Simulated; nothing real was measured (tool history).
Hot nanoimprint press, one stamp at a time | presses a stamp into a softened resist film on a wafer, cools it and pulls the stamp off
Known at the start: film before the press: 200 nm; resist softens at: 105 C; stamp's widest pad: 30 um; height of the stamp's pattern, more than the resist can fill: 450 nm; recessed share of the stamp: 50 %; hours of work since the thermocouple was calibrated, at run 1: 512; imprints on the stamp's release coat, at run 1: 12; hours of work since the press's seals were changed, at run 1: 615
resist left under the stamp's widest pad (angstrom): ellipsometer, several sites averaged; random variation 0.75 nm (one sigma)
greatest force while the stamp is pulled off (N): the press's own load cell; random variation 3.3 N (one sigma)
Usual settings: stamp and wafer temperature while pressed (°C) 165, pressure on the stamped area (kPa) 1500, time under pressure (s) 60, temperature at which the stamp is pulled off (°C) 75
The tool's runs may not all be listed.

run   hour  stamp and wafer temperature while pressed (°C)  pressure on the stamped area (kPa)  time under pressure (s)  temperature at which the stamp is pulled off (°C)  hours of work since the thermocouple was calibrated  imprints on the stamp's release coat  hours of work since the press's seals were changed  resist left under the stamp's widest pad (angstrom)  greatest force while the stamp is pulled off (N)
  1      0                                             165                                1500                       60                                                 75                                                  512                                    12                                                 615                                                 1054                                               158
  2   32.1                                             165                                1500                       60                                                 75                                                  535                                   107                                                 639                                                 1079                                               165
      46.6  -- plate thermocouple calibrated
  3   69.2                                             165                                1500                       60                                                 75                                                   16                                   207                                                 663                                                 1124                                               169
  4   99.1                                             165                                1500                       60                                                 75                                                   38                                   295                                                 685                                                 1117                                               175
  5  126.3                                             165                                1500                       60                                                 75                                                   58                                   375                                                 705                                                 1120                                               183
     134.1  -- plate thermocouple calibrated, once more
  6  150.4                                             165                                1500                       60                                                 63                                                   12                                   437                                                 720                                                 1014                                               204
  7  176.1                                             165                                1500                       60                                                 63                                                   30                                   512                                                 739                                                 1005                                               211
  8  194.9                                             165                                1500                       60                                                 63                                                   44                                   568                                                 752                                                 1017                                               210
     221.4  -- stamp cleaned and given a new release coat
  9    236                                             165                                1500                       60                                                 76                                                   69                                    43                                                 778                                                 1016                                               151
 10  271.2                                             165                                1500                       60                                                 75                                                   95                                   147                                                 803                                                 1015                                               161
 11  305.6                                             165                                1500                       85                                                 75                                                  120                                   248                                                 828                                                  907                                               179
 12  339.5                                             165                                1500                       85                                                 75                                                  144                                   347                                                 852                                                  891                                               171
 13  362.4                                             165                                1500                       85                                                 75                                                  161                                   415                                                 869                                                  895                                               187
 14  388.4                                             165                                1500                       60                                                 75                                                  180                                   491                                                 888                                                 1039                                               192
 15  419.7                                             165                                1750                       60                                                 75                                                  202                                   583                                                 910                                                  981                                               192
     443.8  -- stamp cleaned and given a new release coat
 16  453.6                                             161                                1880                       60                                                 80                                                  223                                    29                                                 931                                                 1129                                               150
 17  491.8                                             154                                1540                      116                                                 83                                                  250                                   142                                                 958                                                 1325                                               150
 18    527                                             154                                1540                      116                                                 83                                                  276                                   245                                                 984                                                 1333                                               157
 19  550.9                                             165                                1150                       40                                                 61                                                  293                                   316                                                1001                                                 1307                                               191
     572.9  -- press's hydraulic seals changed and the load cell set to zero
 20  577.1                                             165                                1150                       40                                                 61                                                  306                                   369                                                   3                                                 1265                                               198
 21  595.1                                             175                                1460                       64                                                 61                                                  319                                   422                                                  16                                                  640                                               208
 22  619.1                                             175                                1460                       64                                                 61                                                  336                                   492                                                  33                                                  648                                               219
 23  645.7                                             169                                1570                       54                                                 74                                                  356                                   571                                                  53                                                  871                                               185
     671.8  -- stamp cleaned and given a new release coat
 24  689.3                                             159                                1500                       60                                                 65                                                  383                                    51                                                  80                                                 1317                                               179
 25  722.6                                             159                                1500                       60                                                 65                                                  407                                   149                                                 104                                                 1320                                               187
 26  746.5                                             159                                1500                       60                                                 65                                                  424                                   219                                                 121                                                 1311                                               189
 27  771.9                                             156                                1040                       32                                                 73                                                  443                                   294                                                 140                                                 1755                                               179
 28    795                                             156                                1040                       32                                                 73                                                  459                                   362                                                 156                                                 1742                                               186
 29  815.1                                             157                                1980                       30                                                 81                                                  474                                   421                                                 171                                                 1542                                               168

3 ways to go on from here, each from the tool as it stands after run 29. What would each give?
  A  836.9                                             163                                1100                       60                                                 74                                                  490                                   485                                                 187                                                    ?                                                 ?
  B  836.9                                             173                                2350                       30                                                 81                                                  490                                   485                                                 187                                                    ?                                                 ?
  C  836.9                                             165                                1500                       60                                                 76                                                  490                                   485                                                 187                                                    ?                                                 ?

run  resist left under the stamp's widest pad (angstrom)  greatest force while the stamp is pulled off (N)
  A                                                 1270                                               186
  B                                                  773                                               169
  C                                                 1054                                               180
Without the tool's hidden state the same runs would have given:
run  resist left under the stamp's widest pad (angstrom)  greatest force while the stamp is pulled off (N)
  A                                                 1205                                               157
  B                                                  723                                               142
  C                                                  990                                               152

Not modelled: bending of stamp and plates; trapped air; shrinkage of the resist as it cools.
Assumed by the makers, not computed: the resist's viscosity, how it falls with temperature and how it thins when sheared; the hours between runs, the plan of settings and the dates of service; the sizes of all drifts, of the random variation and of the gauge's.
